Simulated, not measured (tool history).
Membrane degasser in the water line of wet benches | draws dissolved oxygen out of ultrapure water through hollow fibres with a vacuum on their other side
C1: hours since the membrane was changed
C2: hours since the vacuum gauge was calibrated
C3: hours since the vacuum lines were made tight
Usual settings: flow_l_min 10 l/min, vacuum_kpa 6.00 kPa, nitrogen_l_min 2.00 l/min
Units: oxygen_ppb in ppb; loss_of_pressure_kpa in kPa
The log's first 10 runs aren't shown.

{"run": 11, "hour": 626.2, "flow_l_min": 10, "vacuum_kpa": 6.0, "nitrogen_l_min": 2.0, "C1": 3498, "C2": 6058, "C3": 2264, "oxygen_ppb": 42.7, "loss_of_pressure_kpa": 43.56}
{"run": 12, "hour": 696.1, "flow_l_min": 10, "vacuum_kpa": 6.0, "nitrogen_l_min": 2.0, "C1": 3568, "C2": 6128, "C3": 2334, "oxygen_ppb": 42.5, "loss_of_pressure_kpa": 43.98}
{"hour": 713.3, "done": "vacuum gauge calibrated"}
{"run": 13, "hour": 754.2, "flow_l_min": 10, "vacuum_kpa": 11.76, "nitrogen_l_min": 2.0, "C1": 3626, "C2": 41, "C3": 2392, "oxygen_ppb": 110.8, "loss_of_pressure_kpa": 43.97}
{"run": 14, "hour": 825.7, "flow_l_min": 10, "vacuum_kpa": 11.76, "nitrogen_l_min": 2.0, "C1": 3697, "C2": 112, "C3": 2463, "oxygen_ppb": 109.6, "loss_of_pressure_kpa": 44.0}
{"run": 15, "hour": 885.4, "flow_l_min": 8, "vacuum_kpa": 6.0, "nitrogen_l_min": 2.0, "C1": 3757, "C2": 172, "C3": 2523, "oxygen_ppb": 29.5, "loss_of_pressure_kpa": 35.46}
{"run": 16, "hour": 926.8, "flow_l_min": 10, "vacuum_kpa": 10.17, "nitrogen_l_min": 2.0, "C1": 3798, "C2": 213, "C3": 2564, "oxygen_ppb": 90.2, "loss_of_pressure_kpa": 44.16}
{"run": 17, "hour": 978.6, "flow_l_min": 10, "vacuum_kpa": 10.17, "nitrogen_l_min": 2.0, "C1": 3850, "C2": 265, "C3": 2616, "oxygen_ppb": 90.9, "loss_of_pressure_kpa": 43.75}
{"run": 18, "hour": 1062.3, "flow_l_min": 10, "vacuum_kpa": 10.17, "nitrogen_l_min": 2.0, "C1": 3934, "C2": 349, "C3": 2700, "oxygen_ppb": 89.4, "loss_of_pressure_kpa": 43.87}
{"run": 19, "hour": 1110.3, "flow_l_min": 10, "vacuum_kpa": 3.78, "nitrogen_l_min": 2.0, "C1": 3982, "C2": 397, "C3": 2748, "oxygen_ppb": 12.4, "loss_of_pressure_kpa": 44.27}
{"run": 20, "hour": 1163.8, "flow_l_min": 15, "vacuum_kpa": 3.76, "nitrogen_l_min": 2.0, "C1": 4035, "C2": 450, "C3": 2801, "oxygen_ppb": 46.9, "loss_of_pressure_kpa": 66.61}
{"run": 21, "hour": 1217.8, "flow_l_min": 13, "vacuum_kpa": 11.17, "nitrogen_l_min": 2.0, "C1": 4089, "C2": 504, "C3": 2855, "oxygen_ppb": 144.2, "loss_of_pressure_kpa": 57.07}
{"run": 22, "hour": 1272.1, "flow_l_min": 12, "vacuum_kpa": 9.95, "nitrogen_l_min": 0.96, "C1": 4144, "C2": 559, "C3": 2910, "oxygen_ppb": 208.6, "loss_of_pressure_kpa": 52.86}
{"run": 23, "hour": 1316.1, "flow_l_min": 12, "vacuum_kpa": 9.95, "nitrogen_l_min": 0.96, "C1": 4188, "C2": 603, "C3": 2954, "oxygen_ppb": 207.7, "loss_of_pressure_kpa": 52.42}
{"run": 24, "hour": 1400.5, "flow_l_min": 12, "vacuum_kpa": 9.95, "nitrogen_l_min": 0.96, "C1": 4272, "C2": 687, "C3": 3038, "oxygen_ppb": 207.4, "loss_of_pressure_kpa": 52.55}
{"run": 25, "hour": 1447.9, "flow_l_min": 10, "vacuum_kpa": 4.94, "nitrogen_l_min": 2.0, "C1": 4319, "C2": 735, "C3": 3085, "oxygen_ppb": 27.2, "loss_of_pressure_kpa": 44.34}
{"run": 26, "hour": 1537.8, "flow_l_min": 10, "vacuum_kpa": 13.3, "nitrogen_l_min": 2.0, "C1": 4409, "C2": 824, "C3": 3175, "oxygen_ppb": 129.6, "loss_of_pressure_kpa": 44.47}
{"run": 27, "hour": 1576.6, "flow_l_min": 10, "vacuum_kpa": 13.3, "nitrogen_l_min": 2.0, "C1": 4448, "C2": 863, "C3": 3214, "oxygen_ppb": 130.9, "loss_of_pressure_kpa": 44.07}
{"run": 28, "hour": 1645.6, "flow_l_min": 7, "vacuum_kpa": 10.69, "nitrogen_l_min": 2.0, "C1": 4517, "C2": 932, "C3": 3283, "oxygen_ppb": 66.8, "loss_of_pressure_kpa": 30.75}
{"run": 29, "hour": 1690.1, "flow_l_min": 10, "vacuum_kpa": 9.71, "nitrogen_l_min": 0.89, "C1": 4562, "C2": 977, "C3": 3328, "oxygen_ppb": 177.5, "loss_of_pressure_kpa": 44.23}

Run 30 comes next. What will it give?
{"run": 30, "hour": 1766.6, "flow_l_min": 9, "vacuum_kpa": 9.21, "nitrogen_l_min": 5.6, "C1": 4638, "C2": 1053, "C3": 3404, "oxygen_ppb": "?", "loss_of_pressure_kpa": "?"}

{"run 30": {"oxygen_ppb": 27.5, "loss_of_pressure_kpa": 39.77}}
Without the tool's hidden state the same run would have given oxygen_ppb 25.8 ppb, loss_of_pressure_kpa 37.94 kPa.
